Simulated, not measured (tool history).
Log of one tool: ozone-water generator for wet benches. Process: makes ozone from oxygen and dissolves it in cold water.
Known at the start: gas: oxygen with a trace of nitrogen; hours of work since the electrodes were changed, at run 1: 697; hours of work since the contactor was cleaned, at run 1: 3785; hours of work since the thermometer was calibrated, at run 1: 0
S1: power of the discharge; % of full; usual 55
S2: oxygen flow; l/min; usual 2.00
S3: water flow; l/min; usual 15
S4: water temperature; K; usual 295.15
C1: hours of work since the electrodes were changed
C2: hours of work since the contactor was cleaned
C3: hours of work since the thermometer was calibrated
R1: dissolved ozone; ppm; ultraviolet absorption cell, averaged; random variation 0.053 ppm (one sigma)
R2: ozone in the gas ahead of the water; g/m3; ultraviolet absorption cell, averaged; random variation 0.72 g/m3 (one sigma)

run,day,S1,S2,S3,S4,C1,C2,C3,R1,R2
1,0.000,55,2.00,15,295.15,697,3785,0,8.57,130.4
2,2.800,55,2.00,15,295.15,745,3834,49,8.55,130.5
3,8.083,55,2.00,15,297.15,837,3926,140,8.47,129.4
4,11.479,55,2.00,15,297.15,896,3985,199,8.34,130.9
5,16.588,80,2.00,15,297.15,985,4073,288,11.55,179.6
6,20.721,80,2.00,15,297.15,1056,4145,359,11.59,181.0
7,23.900,55,2.00,18,295.15,1111,4200,415,7.18,130.7
8,29.712,55,2.00,18,295.15,1212,4301,515,7.21,129.7
9,33.742,55,2.05,15,295.15,1282,4371,585,8.60,128.0
10,36.625,55,3.40,15,295.15,1332,4421,635,9.14,98.1
11,42.217,55,3.40,15,295.15,1429,4518,732,9.13,98.5
12,45.250,55,2.00,15,295.15,1482,4570,785,8.70,128.1
13,49.150,55,2.00,15,295.15,1549,4638,853,8.57,128.5
14,54.367,55,2.00,15,295.15,1640,4729,943,8.59,128.3
15,58.812,55,2.00,15,295.15,1717,4806,1020,8.57,128.1
16,61.638,55,2.00,15,295.15,1766,4855,1069,8.58,128.7
17,66.308,55,2.00,11,295.15,1847,4936,1150,11.35,127.5
18,71.638,55,1.36,18,295.15,1940,5028,1243,6.53,155.7
19,76.800,55,1.36,18,295.15,2029,5118,1332,6.52,157.2
20,80.683,55,1.66,11,295.15,2096,5185,1400,11.10,138.9
21,84.025,49,1.66,11,303.15,2154,5243,1458,9.15,126.5
22,89.362,85,2.87,13,299.15,2247,5336,1550,14.00,153.1
# day 89.904: gauge calibrated
23,92.088,77,1.59,9,289.15,2294,5383,1597,18.95,193.4
# day 92.562: contactor cleaned
24,95.254,77,1.59,9,289.15,2346,47,1649,18.94,196.8
25,99.846,77,2.18,9,294.15,2426,126,1729,18.33,166.1
26,102.850,57,2.63,18,301.15,2478,178,1781,7.24,118.3
27,108.562,46,2.00,16,301.15,2577,278,1880,6.43,111.5
28,111.308,62,2.28,23,294.15,2625,325,1928,6.36,135.3
29,116.100,93,2.00,20,295.15,2708,408,2011,10.07,203.2
30,118.817,93,2.00,20,295.15,2755,455,2058,9.98,204.1
31,122.150,51,2.26,13,296.15,2813,513,2116,9.20,114.7
32,124.612,51,1.05,11,290.15,2856,556,2159,9.96,169.3
33,130.021,40,1.34,14,297.15,2949,650,2253,6.36,122.5
34,132.708,40,1.34,14,297.15,2996,696,2299,6.42,120.5

Forecast each of these 3 alternatives for the next run:
A,138.508,55,2.37,12,294.15,3097,797,2400,?,?
B,138.508,55,1.25,15,298.15,3097,797,2400,?,?
C,138.508,55,3.04,15,295.15,3097,797,2400,?,?

run,R1,R2
A,10.95,118.6
B,7.64,164.6
C,8.99,104.7
Without the tool's hidden state the same runs would have given:
run,R1,R2
A,10.96,120.5
B,7.64,167.1
C,8.99,106.3
